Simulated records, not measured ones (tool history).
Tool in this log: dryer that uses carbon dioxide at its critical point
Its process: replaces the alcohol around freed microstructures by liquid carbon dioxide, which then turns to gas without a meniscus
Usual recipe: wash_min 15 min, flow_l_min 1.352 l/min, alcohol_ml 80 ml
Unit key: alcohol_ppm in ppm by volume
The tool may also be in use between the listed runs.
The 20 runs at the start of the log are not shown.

run   hour  wash_min  flow_l_min  alcohol_ml  hours of work since the filter was changed  hours of work since the purifier's bed was changed  alcohol_ppm
 21  398.2        13       1.352          80                                         434                                                 434         1236
 22  416.1        23       1.710          80                                         442                                                 442          200
 23  428.0        15       1.760          40                                         447                                                 447          314
 24  451.0        17       1.450          58                                         457                                                 457          431
 25  472.3        15       1.370          99                                         467                                                 467         1051
 26  495.3        12       1.370          99                                         477                                                 477         1880
 27  509.3        11       1.352          46                                         483                                                 483         1217
 28  535.0        20       1.352          80                                         494                                                 494          437
     545.0  -- inlet filter changed
 29  550.6        16       1.390          48                                           2                                                 501          405
     568.8  -- purifier's bed changed
 30  569.9        12       1.260          81                                          10                                                   0         1261
 31  586.1        12       1.260          81                                          17                                                   8         1259
 32  607.1        22       1.750          23                                          26                                                  17           24

Below are 3 alternative next runs, each starting from the tool's condition after run 32. Predict each:
  A  629.3        22       1.750          48                                          36                                                  27            ?
  B  629.3        15       1.780          35                                          36                                                  27            ?
  C  629.3        15       2.010          46                                          36                                                  27            ?

run  alcohol_ppm
  A           32
  B           80
  C           56
Stripped of hidden state, with their random variation kept, the same runs would have yielded:
run  alcohol_ppm
  A           21
  B           65
  C           43

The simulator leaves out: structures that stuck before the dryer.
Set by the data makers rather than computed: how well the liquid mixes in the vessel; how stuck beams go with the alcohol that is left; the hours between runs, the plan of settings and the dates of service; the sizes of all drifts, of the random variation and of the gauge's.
